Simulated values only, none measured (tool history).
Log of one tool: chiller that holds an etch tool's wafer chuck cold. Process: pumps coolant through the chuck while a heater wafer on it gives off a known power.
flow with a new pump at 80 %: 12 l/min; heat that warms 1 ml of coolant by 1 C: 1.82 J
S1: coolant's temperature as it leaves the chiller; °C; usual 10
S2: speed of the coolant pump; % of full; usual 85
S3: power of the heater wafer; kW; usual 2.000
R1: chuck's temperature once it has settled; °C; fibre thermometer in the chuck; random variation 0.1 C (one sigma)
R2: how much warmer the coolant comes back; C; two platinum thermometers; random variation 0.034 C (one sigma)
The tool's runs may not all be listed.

run 1 hour=0.0 | S1=10 S2=85 S3=2.000 | R1=25.2 R2=5.52
run 2 hour=36.9 | S1=10 S2=85 S3=1.206 | R1=19.4 R2=3.30
run 3 hour=89.6 | S1=10 S2=85 S3=1.206 | R1=19.2 R2=3.37
run 4 hour=126.1 | S1=10 S2=85 S3=2.000 | R1=25.4 R2=5.55
run 5 hour=173.2 | S1=10 S2=85 S3=2.629 | R1=29.9 R2=7.32
run 6 hour=219.3 | S1=10 S2=85 S3=2.459 | R1=28.9 R2=6.93
run 7 hour=272.3 | S1=10 S2=85 S3=2.000 | R1=25.5 R2=5.60
run 8 hour=319.7 | S1=10 S2=72 S3=2.000 | R1=27.6 R2=6.75
run 9 hour=373.2 | S1=10 S2=85 S3=2.000 | R1=25.6 R2=5.59
run 10 hour=406.6 | S1=10 S2=63 S3=2.000 | R1=29.7 R2=7.88
run 11 hour=450.5 | S1=10 S2=65 S3=2.000 | R1=29.3 R2=7.61
run 12 hour=490.4 | S1=10 S2=85 S3=1.523 | R1=21.9 R2=4.26
run 13 hour=546.8 | S1=10 S2=64 S3=2.000 | R1=29.8 R2=7.71
run 14 hour=579.2 | S1=10 S2=64 S3=2.000 | R1=29.7 R2=7.77
run 15 hour=618.8 | S1=10 S2=66 S3=1.961 | R1=28.9 R2=7.35
run 16 hour=666.7 | S1=10 S2=91 S3=1.271 | R1=19.7 R2=3.31
run 17 hour=715.2 | S1=7 S2=85 S3=2.000 | R1=22.8 R2=5.71
run 18 hour=762.6 | S1=7 S2=89 S3=1.760 | R1=20.7 R2=4.78
run 19 hour=786.9 | S1=7 S2=89 S3=1.760 | R1=20.5 R2=4.77
run 20 hour=846.3 | S1=10 S2=85 S3=2.604 | R1=30.9 R2=7.48
run 21 hour=899.5 | S1=10 S2=68 S3=2.000 | R1=29.3 R2=7.25

Forecast run 22:
run 22 hour=958.0 | S1=19 S2=85 S3=2.000 | R1=? R2=?

Run 22 gave R1 35.0 °C, R2 5.79 C.
Without the tool's hidden state the same run would have given R1 32.4 °C, R2 5.18 C.
